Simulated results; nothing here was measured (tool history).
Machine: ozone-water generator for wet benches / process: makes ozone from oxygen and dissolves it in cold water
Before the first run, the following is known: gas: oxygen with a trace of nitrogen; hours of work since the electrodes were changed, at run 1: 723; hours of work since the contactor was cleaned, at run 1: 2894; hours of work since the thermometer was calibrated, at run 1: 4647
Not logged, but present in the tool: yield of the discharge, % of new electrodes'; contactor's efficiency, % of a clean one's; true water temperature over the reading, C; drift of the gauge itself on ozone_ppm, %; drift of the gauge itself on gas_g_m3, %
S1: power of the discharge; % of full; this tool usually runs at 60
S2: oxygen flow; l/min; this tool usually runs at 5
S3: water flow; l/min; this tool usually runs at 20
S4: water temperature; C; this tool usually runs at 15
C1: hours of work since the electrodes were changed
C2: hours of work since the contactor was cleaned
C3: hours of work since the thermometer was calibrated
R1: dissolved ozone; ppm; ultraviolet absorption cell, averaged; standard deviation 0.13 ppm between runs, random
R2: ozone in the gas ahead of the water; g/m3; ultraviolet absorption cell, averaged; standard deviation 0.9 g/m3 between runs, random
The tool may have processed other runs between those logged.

run	hour	S1	S2	S3	S4	C1	C2	C3	R1	R2
1	0.0	60	5	20	15	723	2894	4647	13.5	149.0
2	57.0	60	5	20	15	775	2946	4699	13.7	150.4
3	99.3	60	5	20	15	814	2985	4738	13.5	149.1
4	151.2	60	5	20	13	861	3032	4785	13.8	150.9
5	205.4	60	5	20	15	911	3081	4835	13.6	149.1
6	268.8	80	5	20	15	969	3139	4893	17.2	190.7
7	308.5	80	5	20	15	1005	3176	4929	17.2	192.7
8	353.0	60	5	13	8	1046	3216	4970	20.7	148.9

Run 9 comes next. What will it give?
9	416.3	60	5	13	8	1104	3274	5027	?	?

{"run 9": {"R1": 20.7, "R2": 148.3}}
Minus the tool's unlogged condition, the same run would have read R1 20.7 ppm, R2 148.4 g/m3.
